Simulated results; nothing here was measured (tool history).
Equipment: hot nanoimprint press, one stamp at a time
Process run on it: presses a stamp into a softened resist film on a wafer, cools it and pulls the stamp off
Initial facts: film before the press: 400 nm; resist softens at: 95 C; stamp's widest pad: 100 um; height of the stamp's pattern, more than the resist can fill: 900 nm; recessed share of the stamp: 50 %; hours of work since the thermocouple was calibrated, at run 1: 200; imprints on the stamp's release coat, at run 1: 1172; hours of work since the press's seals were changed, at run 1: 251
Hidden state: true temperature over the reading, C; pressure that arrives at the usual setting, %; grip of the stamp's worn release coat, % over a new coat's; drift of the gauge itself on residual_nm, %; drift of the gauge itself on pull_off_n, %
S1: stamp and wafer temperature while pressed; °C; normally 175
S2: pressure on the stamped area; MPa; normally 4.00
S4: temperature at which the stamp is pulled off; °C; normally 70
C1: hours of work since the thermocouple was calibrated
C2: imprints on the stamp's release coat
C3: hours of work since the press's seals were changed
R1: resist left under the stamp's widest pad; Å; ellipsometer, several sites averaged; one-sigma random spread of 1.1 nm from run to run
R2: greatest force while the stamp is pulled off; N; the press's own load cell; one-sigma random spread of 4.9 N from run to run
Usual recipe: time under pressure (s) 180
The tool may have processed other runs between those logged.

{"run": 1, "day": 0.0, "S1": 175, "S2": 4.0, "time under pressure (s)": 180, "S4": 70, "C1": 200, "C2": 1172, "C3": 251, "R1": 1626, "R2": 316}
{"run": 2, "day": 0.446, "S1": 175, "S2": 4.0, "time under pressure (s)": 180, "S4": 70, "C1": 207, "C2": 1226, "C3": 259, "R1": 1668, "R2": 317}
{"day": 0.733, "done": "stamp cleaned and given a new release coat"}
{"run": 3, "day": 1.138, "S1": 175, "S2": 4.0, "time under pressure (s)": 180, "S4": 70, "C1": 215, "C2": 49, "C3": 266, "R1": 1646, "R2": 251}
{"run": 4, "day": 1.396, "S1": 175, "S2": 4.0, "time under pressure (s)": 180, "S4": 70, "C1": 220, "C2": 80, "C3": 271, "R1": 1648, "R2": 248}
{"run": 5, "day": 1.846, "S1": 175, "S2": 4.0, "time under pressure (s)": 180, "S4": 70, "C1": 228, "C2": 134, "C3": 279, "R1": 1654, "R2": 252}
{"run": 6, "day": 2.233, "S1": 175, "S2": 4.0, "time under pressure (s)": 180, "S4": 70, "C1": 234, "C2": 180, "C3": 286, "R1": 1664, "R2": 250}
{"run": 7, "day": 2.592, "S1": 175, "S2": 4.0, "time under pressure (s)": 180, "S4": 70, "C1": 241, "C2": 224, "C3": 292, "R1": 1660, "R2": 261}
{"run": 8, "day": 2.875, "S1": 175, "S2": 4.0, "time under pressure (s)": 162, "S4": 70, "C1": 246, "C2": 258, "C3": 297, "R1": 1758, "R2": 254}
{"run": 9, "day": 3.183, "S1": 175, "S2": 4.0, "time under pressure (s)": 162, "S4": 70, "C1": 251, "C2": 295, "C3": 302, "R1": 1727, "R2": 253}
{"run": 10, "day": 3.479, "S1": 175, "S2": 4.0, "time under pressure (s)": 180, "S4": 69, "C1": 256, "C2": 331, "C3": 308, "R1": 1661, "R2": 255}
{"run": 11, "day": 3.871, "S1": 175, "S2": 4.0, "time under pressure (s)": 180, "S4": 69, "C1": 263, "C2": 378, "C3": 314, "R1": 1648, "R2": 263}
{"run": 12, "day": 4.254, "S1": 175, "S2": 4.0, "time under pressure (s)": 180, "S4": 56, "C1": 270, "C2": 424, "C3": 321, "R1": 1671, "R2": 293}
{"run": 13, "day": 4.575, "S1": 175, "S2": 4.0, "time under pressure (s)": 180, "S4": 56, "C1": 276, "C2": 462, "C3": 327, "R1": 1668, "R2": 300}
{"day": 4.721, "done": "plate thermocouple calibrated"}
{"run": 14, "day": 5.083, "S1": 175, "S2": 4.0, "time under pressure (s)": 180, "S4": 56, "C1": 6, "C2": 508, "C3": 334, "R1": 1687, "R2": 306}
{"run": 15, "day": 5.4, "S1": 175, "S2": 4.0, "time under pressure (s)": 109, "S4": 70, "C1": 12, "C2": 547, "C3": 339, "R1": 2042, "R2": 278}
{"run": 16, "day": 5.683, "S1": 175, "S2": 4.0, "time under pressure (s)": 109, "S4": 70, "C1": 17, "C2": 580, "C3": 344, "R1": 2046, "R2": 271}
{"run": 17, "day": 6.05, "S1": 179, "S2": 3.0, "time under pressure (s)": 109, "S4": 70, "C1": 23, "C2": 625, "C3": 351, "R1": 2019, "R2": 277}
{"run": 18, "day": 6.292, "S1": 179, "S2": 3.0, "time under pressure (s)": 109, "S4": 70, "C1": 28, "C2": 654, "C3": 355, "R1": 2049, "R2": 277}
{"run": 19, "day": 6.562, "S1": 169, "S2": 2.54, "time under pressure (s)": 180, "S4": 57, "C1": 32, "C2": 686, "C3": 360, "R1": 2367, "R2": 318}
{"run": 20, "day": 7.029, "S1": 169, "S2": 5.81, "time under pressure (s)": 155, "S4": 57, "C1": 41, "C2": 742, "C3": 368, "R1": 1845, "R2": 318}
{"run": 21, "day": 7.267, "S1": 167, "S2": 4.06, "time under pressure (s)": 186, "S4": 57, "C1": 45, "C2": 771, "C3": 372, "R1": 2118, "R2": 324}
{"day": 7.462, "done": "plate thermocouple calibrated, once more"}
{"run": 22, "day": 7.7, "S1": 167, "S2": 4.06, "time under pressure (s)": 186, "S4": 57, "C1": 4, "C2": 808, "C3": 377, "R1": 2034, "R2": 323}
{"run": 23, "day": 8.138, "S1": 167, "S2": 4.06, "time under pressure (s)": 186, "S4": 57, "C1": 12, "C2": 860, "C3": 385, "R1": 2002, "R2": 324}
{"run": 24, "day": 8.588, "S1": 175, "S2": 4.0, "time under pressure (s)": 222, "S4": 70, "C1": 20, "C2": 915, "C3": 393, "R1": 1467, "R2": 298}
{"run": 25, "day": 8.9, "S1": 171, "S2": 2.46, "time under pressure (s)": 180, "S4": 70, "C1": 25, "C2": 953, "C3": 399, "R1": 2191, "R2": 296}
{"run": 26, "day": 9.175, "S1": 171, "S2": 2.46, "time under pressure (s)": 180, "S4": 70, "C1": 30, "C2": 985, "C3": 403, "R1": 2207, "R2": 291}
{"run": 27, "day": 9.425, "S1": 171, "S2": 2.46, "time under pressure (s)": 180, "S4": 70, "C1": 35, "C2": 1016, "C3": 408, "R1": 2217, "R2": 297}
{"run": 28, "day": 9.858, "S1": 171, "S2": 2.46, "time under pressure (s)": 180, "S4": 70, "C1": 42, "C2": 1068, "C3": 415, "R1": 2242, "R2": 303}
{"run": 29, "day": 10.212, "S1": 182, "S2": 2.49, "time under pressure (s)": 180, "S4": 70, "C1": 48, "C2": 1110, "C3": 422, "R1": 1629, "R2": 307}
{"run": 30, "day": 10.671, "S1": 184, "S2": 4.38, "time under pressure (s)": 357, "S4": 71, "C1": 56, "C2": 1165, "C3": 430, "R1": 896, "R2": 301}

Alternative continuations, all from the tool just after run 30; predict every row:
{"run": "A", "day": 10.958, "S1": 178, "S2": 3.03, "time under pressure (s)": 205, "S4": 70, "C1": 61, "C2": 1200, "C3": 435, "R1": "?", "R2": "?"}
{"run": "B", "day": 10.958, "S1": 166, "S2": 4.0, "time under pressure (s)": 192, "S4": 66, "C1": 61, "C2": 1200, "C3": 435, "R1": "?", "R2": "?"}
{"run": "C", "day": 10.958, "S1": 184, "S2": 3.77, "time under pressure (s)": 149, "S4": 71, "C1": 61, "C2": 1200, "C3": 435, "R1": "?", "R2": "?"}
{"run": "D", "day": 10.958, "S1": 184, "S2": 3.41, "time under pressure (s)": 319, "S4": 71, "C1": 61, "C2": 1200, "C3": 435, "R1": "?", "R2": "?"}

run=A R1=1613 R2=309
run=B R1=2090 R2=322
run=C R1=1401 R2=310
run=D R1=1051 R2=311
Take away the tool's hidden state, keep each run's random variation, and the runs would have read:
run=A R1=1583 R2=235
run=B R1=2048 R2=246
run=C R1=1373 R2=236
run=D R1=1030 R2=237
